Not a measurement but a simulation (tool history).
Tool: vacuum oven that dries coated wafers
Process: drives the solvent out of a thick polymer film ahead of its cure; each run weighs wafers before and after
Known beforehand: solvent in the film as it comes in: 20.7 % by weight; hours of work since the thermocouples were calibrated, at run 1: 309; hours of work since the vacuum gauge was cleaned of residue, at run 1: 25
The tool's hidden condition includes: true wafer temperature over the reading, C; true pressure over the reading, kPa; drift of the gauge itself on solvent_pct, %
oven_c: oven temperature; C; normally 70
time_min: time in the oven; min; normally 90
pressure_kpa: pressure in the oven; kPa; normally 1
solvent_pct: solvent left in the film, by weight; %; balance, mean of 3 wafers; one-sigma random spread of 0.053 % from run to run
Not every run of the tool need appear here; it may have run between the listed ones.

run,day,oven_c,time_min,pressure_kpa,hours of work since the thermocouples were calibrated,hours of work since the vacuum gauge was cleaned of residue,solvent_pct
1,0,70,90,1,309,25,2.38
2,0.567,62,90,1,319,34,5.96
3,1.525,62,90,1,335,51,6.02
4,2.404,62,90,1,350,66,5.85
5,3.142,62,90,1,363,78,6.07
6,3.646,62,90,1,371,87,6
7,4.258,62,90,1,382,97,6.09
8,4.917,70,97,1,393,109,2.12
9,5.388,65,90,1,401,117,4.57
10,6.012,65,90,1,412,127,4.52
11,6.8,65,90,1,425,141,4.64
12,7.379,70,90,2.45,435,151,3.22
13,8.142,70,90,2.45,448,164,3.15
14,9.033,70,90,2.45,464,179,3.16
15,9.992,70,90,2.45,480,196,3.23
16,10.904,70,90,2.45,496,211,3.22
17,11.417,70,90,2.45,504,220,3.16
18,12.517,70,90,2.45,523,239,3.22
19,13.371,70,90,1,538,253,2.69
20,13.838,56,76,0.54,546,261,10.07
21,14.633,56,76,0.54,559,275,10.11
22,15.254,71,126,1.41,570,286,1.5
23,15.796,59,85,0.57,579,295,7.74
24,16.312,59,56,2.23,588,304,11.11
25,17.167,64,57,2.34,603,318,8.42
26,17.642,64,57,2.34,611,326,8.62
27,18.246,64,57,0.69,621,337,7.87
28,19.083,81,60,3.6,636,351,1.81
29,19.746,75,60,1.73,647,363,3.04
30,20.329,64,60,0.8,657,372,7.68
31,21.129,64,60,0.8,671,386,7.75
32,21.642,74,50,0.82,679,395,3.96
33,22.588,70,74,1,696,411,3.66
34,23.662,56,49,1,714,430,11.98
35,24.7,55,157,1.24,732,447,7.06
36,25.712,68,90,1,749,465,3.68
37,26.325,75,90,1,759,475,1.37

Selected run-to-run steps in solvent_pct, each split into two signed amounts: the part the tool would show with no hidden state at all (from settings, incoming material and random variation), and the remainder, which goes to the hidden state together with any gauge scatter not common to the measured and the hidden-state-free results:
Run 19 -> 20: oven_c 70 -> 56, time_min 90 -> 76, pressure_kpa 1 -> 0.54. solvent_pct +7.38 %: hidden state +0.16, all else +7.22.
Run 21 -> 22: oven_c 56 -> 71, time_min 76 -> 126, pressure_kpa 0.54 -> 1.41. solvent_pct -8.61 %: hidden state -0.33, all else -8.28.
Run 22 -> 23: oven_c 71 -> 59, time_min 126 -> 85, pressure_kpa 1.41 -> 0.57. solvent_pct +6.24 %: hidden state +0.38, all else +5.86.
Run 27 -> 28: oven_c 64 -> 81, time_min 57 -> 60, pressure_kpa 0.69 -> 3.6. solvent_pct -6.06 %: hidden state -0.4, all else -5.66.
Run 33 -> 34: oven_c 70 -> 56, time_min 74 -> 49. solvent_pct +8.32 %: hidden state -0.03, all else +8.35.
Run 36 -> 37: oven_c 68 -> 75. solvent_pct -2.31 %: hidden state -0.35, all else -1.96.
